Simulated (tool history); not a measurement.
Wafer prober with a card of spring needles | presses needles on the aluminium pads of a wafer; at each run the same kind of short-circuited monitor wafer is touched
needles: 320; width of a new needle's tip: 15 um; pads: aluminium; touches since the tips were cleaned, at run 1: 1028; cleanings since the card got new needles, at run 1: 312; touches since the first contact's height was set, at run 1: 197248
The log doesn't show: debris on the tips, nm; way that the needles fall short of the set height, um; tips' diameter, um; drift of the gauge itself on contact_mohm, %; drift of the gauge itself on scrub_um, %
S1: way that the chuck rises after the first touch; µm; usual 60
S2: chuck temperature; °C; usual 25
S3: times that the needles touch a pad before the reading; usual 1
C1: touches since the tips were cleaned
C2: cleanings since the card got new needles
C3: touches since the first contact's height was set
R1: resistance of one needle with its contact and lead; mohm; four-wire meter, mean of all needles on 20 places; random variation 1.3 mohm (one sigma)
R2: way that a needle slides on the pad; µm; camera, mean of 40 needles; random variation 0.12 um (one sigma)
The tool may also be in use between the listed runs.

run   hour  S1   S2  S3    C1   C2      C3   R1     R2
  1    0.0  60   25   1  1028  312  197248  108   8.92
       1.9  -- tips cleaned on abrasive film
       6.6  -- tips cleaned on abrasive film
      11.2  -- tips cleaned on abrasive film
      15.8  -- tips cleaned on abrasive film
      19.6  -- tips cleaned on abrasive film
      19.9  -- height of the first contact set anew
      23.6  -- tips cleaned on abrasive film
      28.2  -- tips cleaned on abrasive film
      32.1  -- tips cleaned on abrasive film
  2   32.1  60   25   1     0  320    5504  112   9.16
      36.8  -- tips cleaned on abrasive film
      40.5  -- tips cleaned on abrasive film
      44.2  -- tips cleaned on abrasive film
      48.9  -- tips cleaned on abrasive film
      52.6  -- tips cleaned on abrasive film
      57.2  -- tips cleaned on abrasive film
      61.9  -- tips cleaned on abrasive film
  3   64.1  60   25   1  1044  327   19935  110   8.75
      66.1  -- tips cleaned on abrasive film
      70.7  -- tips cleaned on abrasive film
      74.4  -- tips cleaned on abrasive film
      79.1  -- tips cleaned on abrasive film
      83.7  -- tips cleaned on abrasive film
      88.3  -- tips cleaned on abrasive film
      93.0  -- tips cleaned on abrasive film
  4   96.2  60   25   1  1494  334   34398  111   9.09
      97.2  -- tips cleaned on abrasive film
     101.0  -- tips cleaned on abrasive film
     105.6  -- tips cleaned on abrasive film
     109.3  -- tips cleaned on abrasive film
     114.0  -- tips cleaned on abrasive film
  5  116.9  42   25   1  1337  339   43683  115   5.94
     117.9  -- tips cleaned on abrasive film
     122.5  -- tips cleaned on abrasive film
     127.2  -- tips cleaned on abrasive film
     130.9  -- tips cleaned on abrasive film
     135.5  -- tips cleaned on abrasive film
     139.3  -- tips cleaned on abrasive film
  6  141.7  42   25   1  1132  345   54857  114   6.29
     143.7  -- tips cleaned on abrasive film
     148.3  -- tips cleaned on abrasive film
     152.0  -- tips cleaned on abrasive film
     156.7  -- tips cleaned on abrasive film
     161.3  -- tips cleaned on abrasive film
  7  163.4  52   25   1   957  350   64600  113   7.65
     165.3  -- tips cleaned on abrasive film
     169.0  -- tips cleaned on abrasive film
     173.7  -- tips cleaned on abrasive film
     177.4  -- tips cleaned on abrasive film
     182.0  -- tips cleaned on abrasive film
     186.7  -- tips cleaned on abrasive film
     190.4  -- tips cleaned on abrasive film
  8  190.9  52   25   1   236  357   76970  111   7.88
     194.7  -- tips cleaned on abrasive film
     199.3  -- tips cleaned on abrasive film
     203.9  -- tips cleaned on abrasive film
     207.7  -- tips cleaned on abrasive film
     212.3  -- tips cleaned on abrasive film
     216.1  -- tips cleaned on abrasive film
  9  219.5  52   45   1  1587  363   89854  114   8.00
     220.5  -- tips cleaned on abrasive film
     224.2  -- tips cleaned on abrasive film
     228.0  -- tips cleaned on abrasive film
     232.6  -- tips cleaned on abrasive film
     236.3  -- tips cleaned on abrasive film
     240.1  -- tips cleaned on abrasive film
     244.7  -- tips cleaned on abrasive film
 10  248.2  60   25   3  1615  370  102764  111   9.21
     249.2  -- tips cleaned on abrasive film
     253.0  -- tips cleaned on abrasive film
     257.6  -- tips cleaned on abrasive film
     262.2  -- tips cleaned on abrasive film
     266.9  -- tips cleaned on abrasive film
     271.5  -- tips cleaned on abrasive film
     276.2  -- tips cleaned on abrasive film
     280.8  -- tips cleaned on abrasive film
 11  282.4  60   25   1   722  378  118129  113   9.04
     285.2  -- tips cleaned on abrasive film
     297.2  -- card fitted with new needles
     300.9  -- tips cleaned on abrasive film
     305.6  -- tips cleaned on abrasive film
     310.2  -- tips cleaned on abrasive film
     313.9  -- tips cleaned on abrasive film
     318.6  -- tips cleaned on abrasive film
 12  320.7  76   45   1   989    5   10612  113  11.38
     322.6  -- tips cleaned on abrasive film
     327.3  -- tips cleaned on abrasive film
     331.0  -- tips cleaned on abrasive film
     335.7  -- tips cleaned on abrasive film
     339.4  -- tips cleaned on abrasive film
     344.0  -- tips cleaned on abrasive film
     347.8  -- tips cleaned on abrasive film
     352.4  -- tips cleaned on abrasive film
 13  355.0  41   45   1  1176   13   26014  118   5.99
     356.9  -- tips cleaned on abrasive film
     360.6  -- tips cleaned on abrasive film
     364.3  -- tips cleaned on abrasive film
     368.1  -- tips cleaned on abrasive film
     372.7  -- tips cleaned on abrasive film
     376.4  -- tips cleaned on abrasive film
     380.2  -- tips cleaned on abrasive film
 14  381.1  71   25   1   439   20   37750  111  10.62
     384.0  -- tips cleaned on abrasive film
     388.6  -- tips cleaned on abrasive film
     392.3  -- tips cleaned on abrasive film
     397.0  -- tips cleaned on abrasive film
     401.6  -- tips cleaned on abrasive film
     406.2  -- tips cleaned on abrasive film
     410.9  -- tips cleaned on abrasive film
 15  411.5  43  117   1   268   27   51406  127   6.38
     415.2  -- tips cleaned on abrasive film
     419.8  -- tips cleaned on abrasive film
     423.6  -- tips cleaned on abrasive film
 16  426.3  43  117   1  1254   30   58100  128   6.52
     428.2  -- tips cleaned on abrasive film
     432.9  -- tips cleaned on abrasive film
     437.5  -- tips cleaned on abrasive film
     442.1  -- tips cleaned on abrasive film
     446.8  -- tips cleaned on abrasive film
     450.5  -- tips cleaned on abrasive film
     455.2  -- tips cleaned on abrasive film
     459.8  -- tips cleaned on abrasive film
 17  460.7  66   34   2   428   38   73591  111   9.98
     463.6  -- tips cleaned on abrasive film
     467.3  -- tips cleaned on abrasive film
     471.9  -- tips cleaned on abrasive film
     476.6  -- tips cleaned on abrasive film
     480.3  -- tips cleaned on abrasive film
     484.9  -- tips cleaned on abrasive film
 18  488.5  66   34   2  1639   44   86113  112   9.97
     489.5  -- tips cleaned on abrasive film
     493.2  -- tips cleaned on abrasive film
     497.0  -- tips cleaned on abrasive film
     501.6  -- tips cleaned on abrasive film
     506.3  -- tips cleaned on abrasive film
     510.0  -- tips cleaned on abrasive film
 19  512.1  76  113   1   954   50   96690  121  11.47
     514.0  -- tips cleaned on abrasive film
     518.6  -- tips cleaned on abrasive film
     522.3  -- tips cleaned on abrasive film
     527.0  -- tips cleaned on abrasive film
 20  528.3  56   25   1   586   54  103970  112   8.40
     531.1  -- tips cleaned on abrasive film
     534.8  -- tips cleaned on abrasive film
     539.5  -- tips cleaned on abrasive film
     543.2  -- tips cleaned on abrasive film
 21  543.5  56   25   1   133   58  110796  112   8.40
     547.2  -- tips cleaned on abrasive film
     550.9  -- tips cleaned on abrasive film
     555.6  -- tips cleaned on abrasive film
     560.2  -- tips cleaned on abrasive film
     564.9  -- tips cleaned on abrasive film
 22  567.3  56   25   1  1103   63  121524  113   8.28

Forecast each of these 3 alternatives for the next run:
     569.2  -- tips cleaned on abrasive film
     573.8  -- tips cleaned on abrasive film
     577.6  -- tips cleaned on abrasive film
     582.2  -- tips cleaned on abrasive film
  A  584.7  60  25   1  1166  67  129385   ?   ?
     569.2  -- tips cleaned on abrasive film
     573.8  -- tips cleaned on abrasive film
     577.6  -- tips cleaned on abrasive film
     582.2  -- tips cleaned on abrasive film
  B  584.7  57  49   1  1166  67  129385   ?   ?
     569.2  -- tips cleaned on abrasive film
     573.8  -- tips cleaned on abrasive film
     577.6  -- tips cleaned on abrasive film
     582.2  -- tips cleaned on abrasive film
  C  584.7  56  25   2  1166  67  129385   ?   ?

run   R1    R2
  A  110  9.11
  B  117  8.76
  C  114  8.29
Without the tool's hidden state the same runs would have given:
run   R1    R2
  A  110  9.12
  B  116  8.76
  C  114  8.30
